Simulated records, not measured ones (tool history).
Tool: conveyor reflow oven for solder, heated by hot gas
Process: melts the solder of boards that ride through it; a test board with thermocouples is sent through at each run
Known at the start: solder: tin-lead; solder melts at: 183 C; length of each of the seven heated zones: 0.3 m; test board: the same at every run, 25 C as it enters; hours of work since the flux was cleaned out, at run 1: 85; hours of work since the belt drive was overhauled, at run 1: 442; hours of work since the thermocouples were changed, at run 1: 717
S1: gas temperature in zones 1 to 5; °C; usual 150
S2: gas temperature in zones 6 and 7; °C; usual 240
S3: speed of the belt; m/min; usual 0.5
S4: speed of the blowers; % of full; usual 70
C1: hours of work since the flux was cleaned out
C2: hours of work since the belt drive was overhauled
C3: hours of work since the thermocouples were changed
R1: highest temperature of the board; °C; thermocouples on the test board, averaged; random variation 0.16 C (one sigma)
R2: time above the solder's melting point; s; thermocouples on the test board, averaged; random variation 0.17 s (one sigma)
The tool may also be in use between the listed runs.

{"run": 1, "hour": 0.0, "S1": 150, "S2": 240, "S3": 0.5, "S4": 70, "C1": 85, "C2": 442, "C3": 717, "R1": 221.8, "R2": 60.8}
{"run": 2, "hour": 23.8, "S1": 150, "S2": 234, "S3": 0.5, "S4": 70, "C1": 103, "C2": 460, "C3": 735, "R1": 216.8, "R2": 57.5}
{"run": 3, "hour": 54.7, "S1": 150, "S2": 234, "S3": 0.5, "S4": 70, "C1": 126, "C2": 483, "C3": 758, "R1": 216.7, "R2": 57.6}
{"run": 4, "hour": 78.2, "S1": 150, "S2": 240, "S3": 0.5, "S4": 62, "C1": 144, "C2": 501, "C3": 775, "R1": 219.8, "R2": 59.5}
{"run": 5, "hour": 113.6, "S1": 150, "S2": 240, "S3": 0.5, "S4": 70, "C1": 171, "C2": 527, "C3": 802, "R1": 221.7, "R2": 60.8}
{"run": 6, "hour": 151.9, "S1": 150, "S2": 240, "S3": 0.5, "S4": 70, "C1": 199, "C2": 556, "C3": 831, "R1": 221.3, "R2": 60.6}
{"run": 7, "hour": 178.3, "S1": 150, "S2": 240, "S3": 0.5, "S4": 70, "C1": 219, "C2": 576, "C3": 850, "R1": 221.5, "R2": 61}
{"run": 8, "hour": 213.4, "S1": 150, "S2": 240, "S3": 0.5, "S4": 70, "C1": 245, "C2": 602, "C3": 877, "R1": 221.9, "R2": 60.7}
{"run": 9, "hour": 232.9, "S1": 150, "S2": 240, "S3": 0.5, "S4": 70, "C1": 260, "C2": 617, "C3": 891, "R1": 221.9, "R2": 60.7}
{"hour": 248.2, "done": "thermocouples of zones 6 and 7 changed"}
{"hour": 262.3, "done": "flux residue cleaned out of gas plates and filters"}
{"run": 10, "hour": 262.7, "S1": 164, "S2": 240, "S3": 0.434, "S4": 59, "C1": 0, "C2": 634, "C3": 7, "R1": 226.1, "R2": 80.5}
{"run": 11, "hour": 290.1, "S1": 150, "S2": 242, "S3": 0.5, "S4": 70, "C1": 21, "C2": 654, "C3": 28, "R1": 223.1, "R2": 61.8}
{"run": 12, "hour": 317.7, "S1": 150, "S2": 242, "S3": 0.5, "S4": 70, "C1": 42, "C2": 675, "C3": 48, "R1": 223.4, "R2": 61.8}
{"run": 13, "hour": 353.0, "S1": 150, "S2": 242, "S3": 0.5, "S4": 70, "C1": 68, "C2": 702, "C3": 75, "R1": 223.4, "R2": 61.8}
{"run": 14, "hour": 386.7, "S1": 141, "S2": 240, "S3": 0.405, "S4": 82, "C1": 93, "C2": 727, "C3": 100, "R1": 228.5, "R2": 77.2}
{"run": 15, "hour": 422.7, "S1": 150, "S2": 251, "S3": 0.5, "S4": 85, "C1": 120, "C2": 754, "C3": 127, "R1": 233.9, "R2": 67.6}
{"run": 16, "hour": 454.1, "S1": 136, "S2": 246, "S3": 0.453, "S4": 61, "C1": 144, "C2": 777, "C3": 151, "R1": 225.4, "R2": 64.4}
{"run": 17, "hour": 481.4, "S1": 136, "S2": 246, "S3": 0.453, "S4": 61, "C1": 164, "C2": 798, "C3": 171, "R1": 225.1, "R2": 64.4}
{"run": 18, "hour": 499.6, "S1": 163, "S2": 229, "S3": 0.453, "S4": 78, "C1": 178, "C2": 812, "C3": 185, "R1": 218.7, "R2": 72.3}

Hidden state at the last listed run before each entry between runs and at the first one after, where it differs:
Between runs 9 and 10: thermocouples of zones 6 and 7 changed (hour 248.2); flux residue cleaned out of gas plates and filters (hour 262.3)
  heat that the gas passes to the board, % of a clean oven's: 99.9 -> 100; true gas temperature in zones 6 and 7 over the reading, C: 0.06 -> 0
